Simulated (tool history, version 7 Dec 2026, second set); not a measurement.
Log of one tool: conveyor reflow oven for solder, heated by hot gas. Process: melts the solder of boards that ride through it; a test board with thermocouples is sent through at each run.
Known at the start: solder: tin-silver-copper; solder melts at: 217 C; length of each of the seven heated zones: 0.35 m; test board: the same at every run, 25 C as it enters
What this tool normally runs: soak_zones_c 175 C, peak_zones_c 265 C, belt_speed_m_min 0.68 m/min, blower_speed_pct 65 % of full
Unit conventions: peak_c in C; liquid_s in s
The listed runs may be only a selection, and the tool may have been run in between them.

run 1 day=0 | soak_zones_c=175 peak_zones_c=265 belt_speed_m_min=0.68 blower_speed_pct=65 | peak_c=248 liquid_s=43.5
run 2 day=1.038 | soak_zones_c=160 peak_zones_c=265 belt_speed_m_min=0.68 blower_speed_pct=65 | peak_c=244.8 liquid_s=37.3
run 3 day=1.475 | soak_zones_c=160 peak_zones_c=265 belt_speed_m_min=0.68 blower_speed_pct=65 | peak_c=245.2 liquid_s=37.5
run 4 day=2.421 | soak_zones_c=175 peak_zones_c=264 belt_speed_m_min=0.68 blower_speed_pct=65 | peak_c=247.2 liquid_s=42.9
run 5 day=3.088 | soak_zones_c=175 peak_zones_c=265 belt_speed_m_min=0.68 blower_speed_pct=65 | peak_c=248.2 liquid_s=43.5
run 6 day=3.738 | soak_zones_c=175 peak_zones_c=265 belt_speed_m_min=0.68 blower_speed_pct=65 | peak_c=248.1 liquid_s=43.4
run 7 day=4.738 | soak_zones_c=175 peak_zones_c=265 belt_speed_m_min=0.68 blower_speed_pct=52 | peak_c=244.6 liquid_s=40.2
run 8 day=5.554 | soak_zones_c=175 peak_zones_c=265 belt_speed_m_min=0.68 blower_speed_pct=65 | peak_c=248 liquid_s=43.4
run 9 day=6.117 | soak_zones_c=175 peak_zones_c=265 belt_speed_m_min=0.68 blower_speed_pct=65 | peak_c=248.1 liquid_s=43.5
run 10 day=6.571 | soak_zones_c=175 peak_zones_c=265 belt_speed_m_min=0.68 blower_speed_pct=65 | peak_c=247.9 liquid_s=43.6
run 11 day=7.45 | soak_zones_c=175 peak_zones_c=265 belt_speed_m_min=0.68 blower_speed_pct=65 | peak_c=247.7 liquid_s=43.6
run 12 day=8.008 | soak_zones_c=175 peak_zones_c=265 belt_speed_m_min=0.552 blower_speed_pct=65 | peak_c=254.2 liquid_s=59.8
run 13 day=8.942 | soak_zones_c=175 peak_zones_c=265 belt_speed_m_min=0.68 blower_speed_pct=65 | peak_c=248 liquid_s=43.7
run 14 day=9.725 | soak_zones_c=175 peak_zones_c=265 belt_speed_m_min=0.68 blower_speed_pct=65 | peak_c=248.2 liquid_s=43.7
run 15 day=10.338 | soak_zones_c=175 peak_zones_c=265 belt_speed_m_min=0.68 blower_speed_pct=65 | peak_c=247.8 liquid_s=43.7
run 16 day=11.317 | soak_zones_c=175 peak_zones_c=265 belt_speed_m_min=0.68 blower_speed_pct=65 | peak_c=248 liquid_s=43.2
run 17 day=11.896 | soak_zones_c=175 peak_zones_c=265 belt_speed_m_min=0.68 blower_speed_pct=65 | peak_c=248.1 liquid_s=43.6
run 18 day=12.908 | soak_zones_c=190 peak_zones_c=255 belt_speed_m_min=0.566 blower_speed_pct=53 | peak_c=244.7 liquid_s=57.2
run 19 day=13.888 | soak_zones_c=190 peak_zones_c=255 belt_speed_m_min=0.707 blower_speed_pct=72 | peak_c=242.4 liquid_s=43.6
run 20 day=14.908 | soak_zones_c=175 peak_zones_c=265 belt_speed_m_min=0.693 blower_speed_pct=51 | peak_c=243.7 liquid_s=38.4
run 21 day=15.825 | soak_zones_c=175 peak_zones_c=271 belt_speed_m_min=0.567 blower_speed_pct=65 | peak_c=258.6 liquid_s=60.4
run 22 day=16.508 | soak_zones_c=166 peak_zones_c=274 belt_speed_m_min=0.82 blower_speed_pct=65 | peak_c=246.5 liquid_s=31.4
run 23 day=17.204 | soak_zones_c=176 peak_zones_c=265 belt_speed_m_min=0.68 blower_speed_pct=51 | peak_c=244.5 liquid_s=40.2
run 24 day=17.883 | soak_zones_c=167 peak_zones_c=265 belt_speed_m_min=0.614 blower_speed_pct=55 | peak_c=247.2 liquid_s=45.6
-- day=18.25 flux residue cleaned out of gas plates and filters
run 25 day=18.888 | soak_zones_c=175 peak_zones_c=265 belt_speed_m_min=0.68 blower_speed_pct=54 | peak_c=245.5 liquid_s=40.6
run 26 day=19.65 | soak_zones_c=175 peak_zones_c=265 belt_speed_m_min=0.756 blower_speed_pct=54 | peak_c=241 liquid_s=33
run 27 day=20.383 | soak_zones_c=175 peak_zones_c=265 belt_speed_m_min=0.576 blower_speed_pct=54 | peak_c=250.7 liquid_s=53.9
run 28 day=21.146 | soak_zones_c=175 peak_zones_c=265 belt_speed_m_min=0.576 blower_speed_pct=54 | peak_c=250.7 liquid_s=54.2
run 29 day=21.854 | soak_zones_c=175 peak_zones_c=265 belt_speed_m_min=0.614 blower_speed_pct=86 | peak_c=254.4 liquid_s=54.3
run 30 day=22.538 | soak_zones_c=164 peak_zones_c=265 belt_speed_m_min=0.68 blower_speed_pct=62 | peak_c=245.1 liquid_s=37.9
run 31 day=23.321 | soak_zones_c=164 peak_zones_c=265 belt_speed_m_min=0.68 blower_speed_pct=62 | peak_c=244.8 liquid_s=38.2

Consider 3 possible next runs. They are alternatives, not a sequence: every one starts from the tool as it was left by run 31. What does each give?
run A day=24.262 | soak_zones_c=164 peak_zones_c=279 belt_speed_m_min=0.745 blower_speed_pct=59 | peak_c=? liquid_s=?
run B day=24.262 | soak_zones_c=175 peak_zones_c=265 belt_speed_m_min=0.599 blower_speed_pct=82 | peak_c=? liquid_s=?
run C day=24.262 | soak_zones_c=188 peak_zones_c=265 belt_speed_m_min=0.68 blower_speed_pct=62 | peak_c=? liquid_s=?

run=A peak_c=252.1 liquid_s=38.4
run=B peak_c=254.5 liquid_s=55.4
run=C peak_c=250.2 liquid_s=49.2
Had the tool no hidden state, the same runs would have come out as:
run=A peak_c=252.2 liquid_s=38.4
run=B peak_c=254.5 liquid_s=55.4
run=C peak_c=250.2 liquid_s=49.2
